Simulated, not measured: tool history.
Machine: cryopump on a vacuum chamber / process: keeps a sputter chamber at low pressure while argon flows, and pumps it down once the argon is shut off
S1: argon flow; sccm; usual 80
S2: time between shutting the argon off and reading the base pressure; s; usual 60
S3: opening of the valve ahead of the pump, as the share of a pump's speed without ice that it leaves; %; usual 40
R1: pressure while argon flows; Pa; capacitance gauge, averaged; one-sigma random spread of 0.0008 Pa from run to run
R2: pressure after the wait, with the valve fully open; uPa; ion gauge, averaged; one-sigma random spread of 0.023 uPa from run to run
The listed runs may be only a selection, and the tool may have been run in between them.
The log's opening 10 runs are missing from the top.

run 11 hour=358.8 | S1=80 S2=60 S3=40 | R1=0.1716 R2=1.02
run 12 hour=400.4 | S1=80 S2=115 S3=40 | R1=0.1756 R2=0.7
run 13 hour=441.1 | S1=80 S2=60 S3=40 | R1=0.1762 R2=1.03
-- hour=448.1 pump warmed up, emptied and cooled again
run 14 hour=493.6 | S1=80 S2=60 S3=40 | R1=0.1586 R2=0.98
run 15 hour=518.1 | S1=80 S2=60 S3=40 | R1=0.1596 R2=0.93
run 16 hour=542.6 | S1=80 S2=60 S3=55 | R1=0.1174 R2=0.93
run 17 hour=586.1 | S1=80 S2=60 S3=55 | R1=0.1165 R2=0.99
run 18 hour=606.1 | S1=160 S2=286 S3=48 | R1=0.2694 R2=0.47
run 19 hour=653.4 | S1=159 S2=64 S3=22 | R1=0.5741 R2=0.96
run 20 hour=678.5 | S1=63 S2=193 S3=17 | R1=0.2951 R2=0.56
run 21 hour=720.2 | S1=37 S2=60 S3=21 | R1=0.1416 R2=1
run 22 hour=749.7 | S1=133 S2=266 S3=43 | R1=0.2556 R2=0.52
run 23 hour=777.5 | S1=107 S2=60 S3=16 | R1=0.533 R2=1.06
run 24 hour=823.8 | S1=107 S2=60 S3=16 | R1=0.5356 R2=1.04
run 25 hour=859.6 | S1=67 S2=60 S3=58 | R1=0.1006 R2=1.08
run 26 hour=891.3 | S1=80 S2=32 S3=22 | R1=0.2967 R2=1.63
run 27 hour=924 | S1=46 S2=57 S3=33 | R1=0.1173 R2=1.15
run 28 hour=950.6 | S1=46 S2=57 S3=33 | R1=0.1171 R2=1.18
run 29 hour=975 | S1=45 S2=60 S3=17 | R1=0.2159 R2=1.15
run 30 hour=1018.7 | S1=45 S2=60 S3=17 | R1=0.2169 R2=1.13
-- hour=1051.3 pump warmed up, emptied and cooled again
run 31 hour=1057 | S1=45 S2=60 S3=17 | R1=0.2079 R2=1.01
run 32 hour=1092.9 | S1=57 S2=59 S3=15 | R1=0.2965 R2=1.09
run 33 hour=1130.1 | S1=136 S2=45 S3=23 | R1=0.4652 R2=1.32
run 34 hour=1177.2 | S1=80 S2=84 S3=40 | R1=0.1599 R2=0.93

4 options for the next run, each taken on its own from the tool as it stands now. Forecast them:
run A hour=1208.8 | S1=80 S2=242 S3=25 | R1=? R2=?
run B hour=1208.8 | S1=63 S2=60 S3=40 | R1=? R2=?
run C hour=1208.8 | S1=59 S2=29 S3=15 | R1=? R2=?
run D hour=1208.8 | S1=122 S2=46 S3=18 | R1=? R2=?

run=A R1=0.2524 R2=0.66
run=B R1=0.1267 R2=1.12
run=C R1=0.309 R2=1.74
run=D R1=0.5352 R2=1.28
With the hidden condition removed and each run's random variation left untouched, the same runs would have given:
run=A R1=0.2477 R2=0.33
run=B R1=0.123 R2=0.79
run=C R1=0.3056 R2=1.42
run=D R1=0.5281 R2=0.95

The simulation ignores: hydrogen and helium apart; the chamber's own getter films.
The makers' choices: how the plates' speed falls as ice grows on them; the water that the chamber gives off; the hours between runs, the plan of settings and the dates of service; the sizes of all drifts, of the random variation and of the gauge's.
